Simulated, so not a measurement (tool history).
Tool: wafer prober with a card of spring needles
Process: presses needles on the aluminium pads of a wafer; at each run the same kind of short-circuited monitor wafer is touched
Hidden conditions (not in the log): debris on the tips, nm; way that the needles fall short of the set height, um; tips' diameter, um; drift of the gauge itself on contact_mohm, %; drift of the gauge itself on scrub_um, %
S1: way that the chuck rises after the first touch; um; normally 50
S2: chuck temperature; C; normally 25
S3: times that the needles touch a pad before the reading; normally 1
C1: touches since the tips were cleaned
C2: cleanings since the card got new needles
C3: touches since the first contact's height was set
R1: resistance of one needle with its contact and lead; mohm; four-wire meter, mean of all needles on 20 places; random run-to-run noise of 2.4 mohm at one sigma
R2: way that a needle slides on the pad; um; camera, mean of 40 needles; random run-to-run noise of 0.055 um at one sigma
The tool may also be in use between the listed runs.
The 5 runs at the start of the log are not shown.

run,hour,S1,S2,S3,C1,C2,C3,R1,R2
# hour 99.5: tips cleaned on abrasive film
# hour 99.8: height of the first contact set anew
# hour 111.4: tips cleaned on abrasive film
6,113.1,50,25,1,732,71,5751,284,9.42
# hour 123.9: tips cleaned on abrasive film
7,134.9,50,25,1,4760,72,15146,302,9.44
# hour 137.6: tips cleaned on abrasive film
# hour 150.6: tips cleaned on abrasive film
8,158,50,25,1,3205,74,25079,292,9.48
# hour 162.1: tips cleaned on abrasive film
# hour 174.4: tips cleaned on abrasive film
9,180.7,50,25,1,2725,76,34854,294,9.45
# hour 186.7: tips cleaned on abrasive film
# hour 199.3: tips cleaned on abrasive film
10,203.8,40,25,1,1961,78,44805,307,7.52
# hour 211.5: tips cleaned on abrasive film
# hour 223.5: tips cleaned on abrasive film
11,227,50,25,1,1514,80,54751,287,9.41
# hour 235.9: tips cleaned on abrasive film
12,245.4,50,53,1,4120,81,62708,307,9.34
# hour 248.5: tips cleaned on abrasive film
# hour 260.2: tips cleaned on abrasive film
13,261.9,50,53,1,731,83,69790,297,9.36
# hour 273: tips cleaned on abrasive film
14,282.2,50,49,1,4016,84,78549,301,9.21
# hour 286.4: tips cleaned on abrasive film
15,296.2,50,49,1,4284,85,84592,311,9.2
# hour 297.8: tips cleaned on abrasive film
# hour 310.9: tips cleaned on abrasive film
16,320.9,63,49,1,4354,87,95202,293,11.78
# hour 322.5: tips cleaned on abrasive film
# hour 334.1: tips cleaned on abrasive film
# hour 346.6: tips cleaned on abrasive film
17,348.6,63,49,1,877,90,107092,287,11.66
# hour 359.5: tips cleaned on abrasive film
# hour 371.4: tips cleaned on abrasive film
18,373,51,76,1,694,92,117605,294,9.33
# hour 383.6: tips cleaned on abrasive film
19,392.9,50,25,2,4024,93,126176,295,9.12
# hour 395.3: tips cleaned on abrasive film
# hour 408.1: tips cleaned on abrasive film
20,410.8,50,25,2,1179,95,133866,287,9.11
# hour 420.4: tips cleaned on abrasive film
21,431.2,55,70,2,4700,96,142682,308,10.03
# hour 432.6: tips cleaned on abrasive film
# hour 444.7: tips cleaned on abrasive film
22,446.8,55,70,2,892,98,149332,295,10
# hour 457.8: tips cleaned on abrasive film
23,465.2,30,62,1,3216,99,157296,370,5.25
# hour 471.3: tips cleaned on abrasive film
# hour 483.5: tips cleaned on abrasive film
24,483.7,68,87,2,61,101,165213,283,12.46
# hour 495.5: tips cleaned on abrasive film
# hour 507.7: tips cleaned on abrasive film
25,507.7,68,87,2,37,103,175574,295,12.46
# hour 519.2: tips cleaned on abrasive film
# hour 531.3: tips cleaned on abrasive film
26,537.2,50,87,2,2571,105,188279,309,9.01
# hour 544.6: tips cleaned on abrasive film
# hour 558.1: tips cleaned on abrasive film
27,560.9,66,27,2,1245,107,198483,277,12.1

Predict the results of run 28:
# hour 571.6: tips cleaned on abrasive film
# hour 576.4: height of the first contact set anew
# hour 584: tips cleaned on abrasive film
28,584,68,42,2,0,109,3255,?,?

Logged for run 28: R1 275 mohm, R2 12.9 um.
Minus the tool's unlogged condition, the same run would have read R1 273 mohm, R2 12.92 um.
